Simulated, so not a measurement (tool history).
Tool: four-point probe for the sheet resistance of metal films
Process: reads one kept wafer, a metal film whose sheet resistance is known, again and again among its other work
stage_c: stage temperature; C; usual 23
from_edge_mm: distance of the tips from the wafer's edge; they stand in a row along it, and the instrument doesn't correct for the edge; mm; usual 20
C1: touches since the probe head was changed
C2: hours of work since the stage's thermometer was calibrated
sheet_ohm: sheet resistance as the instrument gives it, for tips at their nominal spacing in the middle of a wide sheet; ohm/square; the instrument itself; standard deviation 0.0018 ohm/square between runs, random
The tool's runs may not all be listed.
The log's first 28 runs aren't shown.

Run 29, hour 322.8: usual settings but stage_c 18 C, from_edge_mm 24 mm; C1 16734; C2 1391. Result: sheet_ohm 9.020501 ohm/square.
Run 30, hour 331.2: usual settings but stage_c 18 C, from_edge_mm 24 mm; C1 17071; C2 1395. Result: sheet_ohm 9.019702 ohm/square.
Run 31, hour 347.0: usual settings but from_edge_mm 6 mm; C1 17703; C2 1402. Result: sheet_ohm 9.211676 ohm/square.
Run 32, hour 359.5: usual settings but stage_c 26 C, from_edge_mm 10 mm; C1 18206; C2 1408. Result: sheet_ohm 9.072137 ohm/square.
Run 33, hour 371.3: usual settings but stage_c 24 C, from_edge_mm 16 mm; C1 18678; C2 1414. Result: sheet_ohm 9.027258 ohm/square.
Run 34, hour 382.8: usual settings but stage_c 22 C, from_edge_mm 16 mm; C1 19139; C2 1420. Result: sheet_ohm 9.031400 ohm/square.
Run 35, hour 392.2: usual settings but stage_c 25 C, from_edge_mm 4 mm; C1 19515; C2 1424. Result: sheet_ohm 9.464157 ohm/square.
Run 36, hour 405.9: usual settings but stage_c 26 C, from_edge_mm 38 mm; C1 20062; C2 1431. Result: sheet_ohm 8.997944 ohm/square.
Run 37, hour 413.0: usual settings but stage_c 20 C; C1 20349; C2 1434. Result: sheet_ohm 9.019429 ohm/square.
Run 38, hour 420.7: usual settings but stage_c 20 C; C1 20655; C2 1438. Result: sheet_ohm 9.021460 ohm/square.
Run 39, hour 427.6: usual settings but stage_c 20 C; C1 20931; C2 1441. Result: sheet_ohm 9.024176 ohm/square.

What if the next run were any one of these 4? Each begins from the tool's condition after run 39:
Run A, hour 441.8: usual settings but stage_c 26 C, from_edge_mm 18 mm; C1 21500; C2 1448. Result: sheet_ohm ?.
Run B, hour 441.8: usual settings but stage_c 30 C, from_edge_mm 5 mm; C1 21500; C2 1448. Result: sheet_ohm ?.
Run C, hour 441.8: usual settings but stage_c 29 C, from_edge_mm 13 mm; C1 21500; C2 1448. Result: sheet_ohm ?.
Run D, hour 441.8: usual settings; C1 21500; C2 1448. Result: sheet_ohm ?.

run  sheet_ohm
  A   9.015854
  B   9.288577
  C   9.040121
  D   9.018405
Stripped of hidden state, with their random variation kept, the same runs would have yielded:
run  sheet_ohm
  A   9.034272
  B   9.307397
  C   9.058490
  D   9.036927
